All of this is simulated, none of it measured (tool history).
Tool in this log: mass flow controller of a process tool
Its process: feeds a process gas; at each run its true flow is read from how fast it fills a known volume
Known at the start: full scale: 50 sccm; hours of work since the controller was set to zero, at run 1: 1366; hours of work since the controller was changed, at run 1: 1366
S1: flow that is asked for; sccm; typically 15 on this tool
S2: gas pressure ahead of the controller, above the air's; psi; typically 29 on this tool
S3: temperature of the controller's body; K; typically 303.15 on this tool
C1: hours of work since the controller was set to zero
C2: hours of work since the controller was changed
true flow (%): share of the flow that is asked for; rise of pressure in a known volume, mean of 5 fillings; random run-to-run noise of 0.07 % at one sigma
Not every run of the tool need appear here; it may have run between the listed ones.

Run 1, hour 0: usual settings; C1 1366; C2 1366. Result: true flow (%) 98.2.
Run 2, hour 128.7: usual settings; C1 1456; C2 1456. Result: true flow (%) 98.06.
Run 3, hour 251.4: usual settings; C1 1542; C2 1542. Result: true flow (%) 97.96.
Run 4, hour 386: usual settings but S1 6 sccm; C1 1637; C2 1637. Result: true flow (%) 96.94.
Run 5, hour 526: usual settings but S1 45 sccm; C1 1735; C2 1735. Result: true flow (%) 98.82.
Run 6, hour 626.6: usual settings but S2 21.2 psi; C1 1806; C2 1806. Result: true flow (%) 97.95.
Run 7, hour 696.9: usual settings but S2 21.2 psi; C1 1855; C2 1855. Result: true flow (%) 97.73.
Run 8, hour 792.2: usual settings; C1 1922; C2 1922. Result: true flow (%) 97.75.
Run 9, hour 913: usual settings; C1 2007; C2 2007. Result: true flow (%) 97.75.
Run 10, hour 1031.1: usual settings; C1 2090; C2 2090. Result: true flow (%) 97.76.
Run 11, hour 1166.8: usual settings; C1 2185; C2 2185. Result: true flow (%) 97.55.
Run 12, hour 1263.2: usual settings; C1 2253; C2 2253. Result: true flow (%) 97.52.
Run 13, hour 1390.8: usual settings; C1 2343; C2 2343. Result: true flow (%) 97.36.
Run 14, hour 1521: usual settings but S1 49 sccm, S2 22.6 psi; C1 2434; C2 2434. Result: true flow (%) 98.73.
Run 15, hour 1649.2: usual settings but S1 27 sccm, S2 40 psi, S3 301.15 K; C1 2524; C2 2524. Result: true flow (%) 98.46.
Run 16, hour 1725: usual settings but S1 7 sccm, S2 22 psi, S3 301.15 K; C1 2577; C2 2577. Result: true flow (%) 96.17.
Run 17, hour 1857: usual settings but S1 31 sccm, S3 299.15 K; C1 2670; C2 2670. Result: true flow (%) 98.64.
Run 18, hour 1924.1: usual settings but S1 31 sccm, S3 299.15 K; C1 2717; C2 2717. Result: true flow (%) 98.51.
Run 19, hour 2052.5: usual settings but S2 25.8 psi; C1 2808; C2 2808. Result: true flow (%) 97.22.
Run 20, hour 2110.9: usual settings but S1 7 sccm, S2 21.5 psi, S3 307.15 K; C1 2849; C2 2849. Result: true flow (%) 95.63.
Run 21, hour 2206: usual settings but S1 5 sccm, S2 31 psi, S3 310.15 K; C1 2915; C2 2915. Result: true flow (%) 94.42.
Run 22, hour 2283.7: usual settings but S1 5 sccm, S2 31 psi, S3 310.15 K; C1 2970; C2 2970. Result: true flow (%) 94.45.
Run 23, hour 2389.6: usual settings but S3 302.15 K; C1 3044; C2 3044. Result: true flow (%) 97.23.
Run 24, hour 2464.5: usual settings but S1 6 sccm, S2 22.5 psi; C1 3097; C2 3097. Result: true flow (%) 95.21.
Run 25, hour 2558.7: usual settings but S3 296.15 K; C1 3163; C2 3163. Result: true flow (%) 97.6.

What if the next run were any one of these 3? Each begins from the tool's condition after run 25:
Run A, hour 2648.4: usual settings but S1 10 sccm, S2 37.4 psi, S3 302.15 K; C1 3226; C2 3226. Result: true flow (%) ?.
Run B, hour 2648.4: usual settings but S1 46 sccm, S2 32.9 psi, S3 296.15 K; C1 3226; C2 3226. Result: true flow (%) ?.
Run C, hour 2648.4: usual settings but S1 48 sccm, S3 296.15 K; C1 3226; C2 3226. Result: true flow (%) ?.

run  true flow (%)
  A          96.45
  B          99.08
  C          99.01
Without the tool's unlogged condition, the same runs would have read:
run  true flow (%)
  A          98.82
  B         100.12
  C         100.04
